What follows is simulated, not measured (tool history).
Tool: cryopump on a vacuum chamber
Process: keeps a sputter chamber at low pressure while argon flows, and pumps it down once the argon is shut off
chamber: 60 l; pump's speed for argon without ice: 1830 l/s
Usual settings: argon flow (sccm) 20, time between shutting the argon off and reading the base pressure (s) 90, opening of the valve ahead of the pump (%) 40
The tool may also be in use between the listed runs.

run,day,argon flow (sccm),time between shutting the argon off and reading the base pressure (s),opening of the valve ahead of the pump (%),pressure while argon flows (Pa),pressure after the wait (uPa)
1,0.000,20,90,40,0.0463,1.06
2,0.967,20,90,40,0.0467,1.07
3,1.679,17,90,40,0.0391,1.03
4,3.158,20,90,40,0.0469,1.09
5,4.125,20,90,40,0.0461,1.07
6,5.188,20,214,40,0.0461,0.54
7,6.354,20,214,40,0.0473,0.56
8,7.946,20,214,40,0.0466,0.56
9,9.358,20,214,40,0.0473,0.58
10,10.462,10,214,40,0.0239,0.59
11,12.058,10,214,40,0.0236,0.61
12,12.817,20,227,27,0.0692,0.57
13,14.321,20,227,27,0.0699,0.57
14,15.692,36,90,40,0.0852,1.11
15,16.550,20,194,40,0.0481,0.71
16,18.071,21,90,40,0.0500,1.15
17,18.850,21,88,40,0.0495,1.14
18,20.483,25,148,23,0.1026,0.80
19,22.000,25,148,23,0.1017,0.78
20,23.596,14,51,30,0.0440,1.80
21,24.817,14,236,27,0.0489,0.62

4 ways to go on from here, each from the tool as it stands after run 21. What would each give?
A,25.925,14,29,31,?,?
B,25.925,20,90,40,?,?
C,25.925,31,236,32,?,?
D,25.925,8,60,29,?,?

run,pressure while argon flows (Pa),pressure after the wait (uPa)
A,0.0435,2.94
B,0.0484,1.18
C,0.0935,0.60
D,0.0258,1.58
Without the tool's hidden state the same runs would have given:
run,pressure while argon flows (Pa),pressure after the wait (uPa)
A,0.0421,2.83
B,0.0464,1.07
C,0.0904,0.49
D,0.0250,1.47
